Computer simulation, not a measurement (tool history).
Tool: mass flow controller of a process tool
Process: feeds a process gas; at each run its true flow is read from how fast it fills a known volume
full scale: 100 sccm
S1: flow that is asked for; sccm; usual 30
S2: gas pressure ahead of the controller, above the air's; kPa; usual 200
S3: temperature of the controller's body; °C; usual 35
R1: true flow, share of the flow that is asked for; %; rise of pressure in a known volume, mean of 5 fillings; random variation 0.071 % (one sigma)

run 1 hour=0.0 | S1=30 S2=200 S3=35 | R1=100.06
run 2 hour=56.9 | S1=30 S2=200 S3=35 | R1=100.17
run 3 hour=104.3 | S1=30 S2=200 S3=35 | R1=100.29
run 4 hour=179.5 | S1=30 S2=200 S3=35 | R1=100.19
run 5 hour=233.6 | S1=30 S2=200 S3=26 | R1=99.64
run 6 hour=295.3 | S1=30 S2=200 S3=26 | R1=99.84
run 7 hour=362.3 | S1=30 S2=200 S3=26 | R1=99.80
run 8 hour=421.1 | S1=30 S2=200 S3=26 | R1=100.08
run 9 hour=464.5 | S1=30 S2=200 S3=26 | R1=99.92
run 10 hour=523.3 | S1=30 S2=200 S3=35 | R1=100.68
run 11 hour=583.4 | S1=30 S2=200 S3=29 | R1=100.23
run 12 hour=639.8 | S1=13 S2=200 S3=35 | R1=100.60
run 13 hour=711.9 | S1=13 S2=200 S3=35 | R1=100.64
run 14 hour=769.2 | S1=13 S2=200 S3=35 | R1=100.72
run 15 hour=811.5 | S1=13 S2=200 S3=35 | R1=100.66
run 16 hour=888.3 | S1=13 S2=200 S3=35 | R1=100.79
run 17 hour=957.9 | S1=13 S2=200 S3=35 | R1=100.96
run 18 hour=1005.9 | S1=17 S2=200 S3=35 | R1=101.02
run 19 hour=1073.6 | S1=17 S2=200 S3=35 | R1=101.07
run 20 hour=1133.2 | S1=17 S2=171 S3=35 | R1=100.97
run 21 hour=1195.7 | S1=30 S2=200 S3=35 | R1=101.41
run 22 hour=1260.2 | S1=30 S2=200 S3=35 | R1=101.42
run 23 hour=1323.0 | S1=30 S2=200 S3=35 | R1=101.45
run 24 hour=1359.8 | S1=30 S2=200 S3=35 | R1=101.61
run 25 hour=1410.2 | S1=40 S2=262 S3=35 | R1=101.91
run 26 hour=1481.3 | S1=40 S2=262 S3=26 | R1=101.17
run 27 hour=1550.2 | S1=26 S2=174 S3=36 | R1=101.61
run 28 hour=1599.5 | S1=30 S2=145 S3=39 | R1=101.80
run 29 hour=1649.9 | S1=25 S2=200 S3=37 | R1=101.93
run 30 hour=1724.8 | S1=30 S2=148 S3=35 | R1=101.72
run 31 hour=1773.7 | S1=30 S2=148 S3=35 | R1=101.75
run 32 hour=1836.9 | S1=36 S2=151 S3=23 | R1=101.06
run 33 hour=1870.1 | S1=80 S2=145 S3=31 | R1=102.03
-- hour=1908.7 gauge calibrated
run 34 hour=1929.9 | S1=80 S2=145 S3=31 | R1=100.20
run 35 hour=1962.0 | S1=22 S2=232 S3=31 | R1=99.81
run 36 hour=2010.5 | S1=59 S2=192 S3=30 | R1=100.12
run 37 hour=2072.0 | S1=59 S2=192 S3=30 | R1=100.07
run 38 hour=2115.5 | S1=46 S2=212 S3=32 | R1=100.20
run 39 hour=2183.2 | S1=46 S2=212 S3=32 | R1=100.35
run 40 hour=2241.7 | S1=31 S2=181 S3=23 | R1=99.51
run 41 hour=2291.8 | S1=14 S2=151 S3=37 | R1=100.19
run 42 hour=2348.5 | S1=13 S2=206 S3=35 | R1=100.45
run 43 hour=2409.6 | S1=30 S2=175 S3=36 | R1=100.59
run 44 hour=2479.2 | S1=83 S2=183 S3=23 | R1=100.33
run 45 hour=2545.2 | S1=83 S2=183 S3=23 | R1=100.28
run 46 hour=2602.8 | S1=12 S2=207 S3=35 | R1=100.64

Forecast each of these 5 alternatives for the next run:
run A hour=2669.5 | S1=12 S2=176 S3=35 | R1=?
run B hour=2669.5 | S1=30 S2=185 S3=20 | R1=?
run C hour=2669.5 | S1=24 S2=207 S3=35 | R1=?
run D hour=2669.5 | S1=13 S2=236 S3=24 | R1=?
run E hour=2669.5 | S1=62 S2=200 S3=30 | R1=?

run=A R1=100.62
run=B R1=99.77
run=C R1=100.81
run=D R1=100.09
run=E R1=100.83
Without the tool's hidden state the same runs would have given:
run=A R1=99.85
run=B R1=99.01
run=C R1=100.04
run=D R1=99.32
run=E R1=100.06
